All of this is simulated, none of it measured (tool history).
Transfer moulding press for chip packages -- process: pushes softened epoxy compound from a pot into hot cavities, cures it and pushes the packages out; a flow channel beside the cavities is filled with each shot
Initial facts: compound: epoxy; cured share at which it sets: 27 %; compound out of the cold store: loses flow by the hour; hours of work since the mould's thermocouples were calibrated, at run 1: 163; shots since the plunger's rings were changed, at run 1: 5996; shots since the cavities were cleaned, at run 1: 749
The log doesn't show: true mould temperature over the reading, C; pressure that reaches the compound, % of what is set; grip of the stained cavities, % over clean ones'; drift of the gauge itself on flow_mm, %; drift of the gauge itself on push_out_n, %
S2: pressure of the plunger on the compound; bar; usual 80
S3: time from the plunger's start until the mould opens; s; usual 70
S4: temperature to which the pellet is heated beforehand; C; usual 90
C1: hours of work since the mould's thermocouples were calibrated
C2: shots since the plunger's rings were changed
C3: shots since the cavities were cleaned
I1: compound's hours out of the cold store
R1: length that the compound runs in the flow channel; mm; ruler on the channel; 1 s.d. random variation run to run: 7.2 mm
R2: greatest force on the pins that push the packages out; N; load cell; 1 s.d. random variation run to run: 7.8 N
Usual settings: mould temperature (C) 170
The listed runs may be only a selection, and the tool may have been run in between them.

run 1 hour=0 | mould_temperature_(C)=170 S2=80 S3=70 S4=90 | C1=163 C2=5996 C3=749 | I1=14.1 | R1=824 R2=610
-- hour=6.9 cavities cleaned with cleaning compound and waxed
run 2 hour=35.9 | mould_temperature_(C)=170 S2=80 S3=102 S4=90 | C1=182 C2=6442 C3=376 | I1=43.4 | R1=732 R2=307
-- hour=42.8 plunger's sealing rings changed
-- hour=76.4 cavities cleaned with cleaning compound and waxed
run 3 hour=106.5 | mould_temperature_(C)=170 S2=80 S3=70 S4=100 | C1=218 C2=807 C3=391 | I1=17.6 | R1=846 R2=486
-- hour=139.9 cavities cleaned with cleaning compound and waxed
run 4 hour=156.6 | mould_temperature_(C)=170 S2=80 S3=70 S4=100 | C1=245 C2=1437 C3=218 | I1=16.7 | R1=856 R2=439
run 5 hour=192.8 | mould_temperature_(C)=170 S2=80 S3=70 S4=100 | C1=265 C2=1906 C3=687 | I1=39.7 | R1=771 R2=567
-- hour=201.6 cavities cleaned with cleaning compound and waxed
run 6 hour=238.8 | mould_temperature_(C)=170 S2=80 S3=70 S4=100 | C1=289 C2=2483 C3=482 | I1=36.5 | R1=785 R2=509
-- hour=264.5 cavities cleaned with cleaning compound and waxed
run 7 hour=270.3 | mould_temperature_(C)=170 S2=80 S3=70 S4=100 | C1=305 C2=2872 C3=75 | I1=40.3 | R1=764 R2=350
run 8 hour=299 | mould_temperature_(C)=170 S2=80 S3=70 S4=90 | C1=321 C2=3245 C3=448 | I1=37.2 | R1=766 R2=516
-- hour=329.8 cavities cleaned with cleaning compound and waxed
run 9 hour=361.6 | mould_temperature_(C)=170 S2=80 S3=70 S4=90 | C1=355 C2=4037 C3=412 | I1=14.5 | R1=845 R2=527
-- hour=392 cavities cleaned with cleaning compound and waxed
run 10 hour=404.9 | mould_temperature_(C)=170 S2=80 S3=70 S4=90 | C1=377 C2=4580 C3=168 | I1=34.4 | R1=777 R2=415
run 11 hour=445 | mould_temperature_(C)=170 S2=80 S3=70 S4=90 | C1=399 C2=5100 C3=688 | I1=38.6 | R1=760 R2=570
-- hour=457.1 cavities cleaned with cleaning compound and waxed
run 12 hour=512.2 | mould_temperature_(C)=170 S2=80 S3=68 S4=90 | C1=435 C2=5953 C3=716 | I1=23.4 | R1=780 R2=655
-- hour=523.2 cavities cleaned with cleaning compound and waxed
run 13 hour=547.2 | mould_temperature_(C)=170 S2=80 S3=68 S4=90 | C1=454 C2=6387 C3=311 | I1=44.3 | R1=736 R2=493
-- hour=561.9 plunger's sealing rings changed
-- hour=568 mould's thermocouples calibrated
-- hour=590.5 cavities cleaned with cleaning compound and waxed
run 14 hour=614.4 | mould_temperature_(C)=170 S2=80 S3=68 S4=90 | C1=25 C2=636 C3=310 | I1=17.8 | R1=848 R2=543
-- hour=654.5 cavities cleaned with cleaning compound and waxed
run 15 hour=666.8 | mould_temperature_(C)=170 S2=69.8 S3=70 S4=97 | C1=52 C2=1296 C3=160 | I1=34.8 | R1=738 R2=393
-- hour=716.5 cavities cleaned with cleaning compound and waxed
run 16 hour=725.6 | mould_temperature_(C)=165 S2=80 S3=79 S4=90 | C1=84 C2=2040 C3=119 | I1=14.9 | R1=876 R2=441
-- hour=782.5 cavities cleaned with cleaning compound and waxed
run 17 hour=797.4 | mould_temperature_(C)=170 S2=95.9 S3=89 S4=90 | C1=122 C2=2951 C3=193 | I1=37.9 | R1=841 R2=292
-- hour=848.9 cavities cleaned with cleaning compound and waxed
run 18 hour=849 | mould_temperature_(C)=170 S2=95.9 S3=89 S4=90 | C1=150 C2=3600 C3=1 | I1=26.3 | R1=879 R2=226
run 19 hour=903.9 | mould_temperature_(C)=170 S2=95.9 S3=89 S4=90 | C1=180 C2=4313 C3=714 | I1=20.4 | R1=887 R2=393
-- hour=911.3 cavities cleaned with cleaning compound and waxed
-- hour=972.9 cavities cleaned with cleaning compound and waxed
run 20 hour=974.4 | mould_temperature_(C)=170 S2=95.9 S3=89 S4=90 | C1=217 C2=5189 C3=19 | I1=17.8 | R1=907 R2=246
run 21 hour=1012.9 | mould_temperature_(C)=174 S2=74.8 S3=70 S4=93 | C1=238 C2=5689 C3=519 | I1=33.7 | R1=731 R2=422
-- hour=1036.7 cavities cleaned with cleaning compound and waxed
run 22 hour=1048.7 | mould_temperature_(C)=174 S2=74.8 S3=70 S4=93 | C1=257 C2=6133 C3=155 | I1=37.8 | R1=711 R2=339
-- hour=1078.6 plunger's sealing rings changed
-- hour=1103.7 cavities cleaned with cleaning compound and waxed
run 23 hour=1106.3 | mould_temperature_(C)=174 S2=74.8 S3=70 S4=93 | C1=286 C2=340 C3=33 | I1=39.1 | R1=761 R2=269
run 24 hour=1138.1 | mould_temperature_(C)=175 S2=74.8 S3=70 S4=93 | C1=303 C2=753 C3=446 | I1=11.8 | R1=837 R2=396
-- hour=1167.1 cavities cleaned with cleaning compound and waxed
run 25 hour=1183.5 | mould_temperature_(C)=175 S2=99 S3=70 S4=86 | C1=327 C2=1323 C3=213 | I1=41.4 | R1=860 R2=319
run 26 hour=1212.6 | mould_temperature_(C)=169 S2=76.5 S3=70 S4=90 | C1=343 C2=1701 C3=591 | I1=23.4 | R1=825 R2=626

Forecast each of these 4 alternatives for the next run:
-- hour=1234.3 cavities cleaned with cleaning compound and waxed
run A hour=1266 | mould_temperature_(C)=170 S2=70.9 S3=70 S4=90 | C1=372 C2=2374 C3=412 | I1=25.5 | R1=? R2=?
-- hour=1234.3 cavities cleaned with cleaning compound and waxed
run B hour=1266 | mould_temperature_(C)=176 S2=76.5 S3=96 S4=90 | C1=372 C2=2374 C3=412 | I1=27.7 | R1=? R2=?
-- hour=1234.3 cavities cleaned with cleaning compound and waxed
run C hour=1266 | mould_temperature_(C)=175 S2=89.8 S3=70 S4=83 | C1=372 C2=2374 C3=412 | I1=46.6 | R1=? R2=?
-- hour=1234.3 cavities cleaned with cleaning compound and waxed
run D hour=1266 | mould_temperature_(C)=170 S2=68.1 S3=70 S4=90 | C1=372 C2=2374 C3=412 | I1=24.5 | R1=? R2=?

run=A R1=773 R2=495
run=B R1=778 R2=309
run=C R1=790 R2=385
run=D R1=765 R2=521
With the hidden condition removed and each run's random variation left untouched, the same runs would have given:
run=A R1=794 R2=323
run=B R1=800 R2=198
run=C R1=811 R2=250
run=D R1=786 R2=343

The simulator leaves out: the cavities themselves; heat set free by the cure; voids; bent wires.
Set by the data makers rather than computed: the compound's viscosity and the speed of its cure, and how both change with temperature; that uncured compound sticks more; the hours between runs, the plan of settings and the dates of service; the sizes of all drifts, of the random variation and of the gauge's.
